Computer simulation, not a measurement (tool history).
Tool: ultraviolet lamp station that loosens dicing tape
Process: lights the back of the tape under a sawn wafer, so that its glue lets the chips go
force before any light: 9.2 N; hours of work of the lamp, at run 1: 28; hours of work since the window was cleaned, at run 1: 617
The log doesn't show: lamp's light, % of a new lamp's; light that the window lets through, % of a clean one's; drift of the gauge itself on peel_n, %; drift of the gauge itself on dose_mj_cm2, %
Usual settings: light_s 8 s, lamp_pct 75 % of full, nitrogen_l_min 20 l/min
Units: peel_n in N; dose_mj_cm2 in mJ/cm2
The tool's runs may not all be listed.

run,hour,light_s,lamp_pct,nitrogen_l_min,hours of work of the lamp,hours of work since the window was cleaned,peel_n,dose_mj_cm2
1,0,8,75,20,28,617,0.574,338
2,16.6,8,75,20,38,627,0.566,340
3,32.6,8,75,20,48,637,0.571,338
# hour 38.4: window cleaned of glue's vapour
4,47.4,8,75,20,57,6,0.52,354
5,63.4,8,75,20,67,15,0.517,356
6,75.9,8,75,20,74,23,0.531,345
7,92.2,8,75,20,84,33,0.532,349
8,109.6,8,75,20,95,44,0.507,350
9,126.2,8,75,20,105,54,0.543,350
10,137.6,8,75,20,112,61,0.549,346
11,146,8,75,20,117,66,0.519,345
12,160.2,8,75,20,126,75,0.532,342
13,178.6,8,75,20,138,86,0.541,344
14,196.4,8,75,20,149,97,0.544,345
15,214.3,8,75,20,160,108,0.538,344
16,225.8,8,75,20,167,116,0.547,339
17,233.4,8,76,20,171,120,0.528,347
18,250.2,8,76,20,182,131,0.539,341
19,267.9,8,68,16,193,142,0.797,312
20,283.1,8,85,20,202,151,0.46,375
21,299.8,8,85,20,212,161,0.449,379
22,314.1,13,68,20,221,170,0.306,492
23,322.9,5,66,10,227,175,2.353,182
24,331.2,8,100,25,232,181,0.316,443
25,345.2,10,72,11,240,189,0.605,401
26,362.8,10,72,11,251,200,0.605,399
27,378.8,8,84,20,261,210,0.461,369
28,394.9,7,64,7,271,220,1.818,249
29,412,7,64,7,282,230,1.936,245
30,427.2,7,64,7,291,240,1.869,243
31,440.4,10,75,38,299,248,0.303,407
32,453.4,5,71,8,307,256,2.499,193
33,462.7,8,75,38,313,262,0.446,326

Forecast each of these 5 alternatives for the next run:
A,478.3,8,70,28,322,271,?,?
B,478.3,6,93,6,322,271,?,?
C,478.3,8,71,38,322,271,?,?
D,478.3,8,75,35,322,271,?,?
E,478.3,8,73,6,322,271,?,?

run,peel_n,dose_mj_cm2
A,0.595,300
B,1.499,298
C,0.476,305
D,0.475,326
E,1.39,310
Without the tool's hidden state the same runs would have given:
run,peel_n,dose_mj_cm2
A,0.475,336
B,1.231,334
C,0.384,341
D,0.388,365
E,1.136,347

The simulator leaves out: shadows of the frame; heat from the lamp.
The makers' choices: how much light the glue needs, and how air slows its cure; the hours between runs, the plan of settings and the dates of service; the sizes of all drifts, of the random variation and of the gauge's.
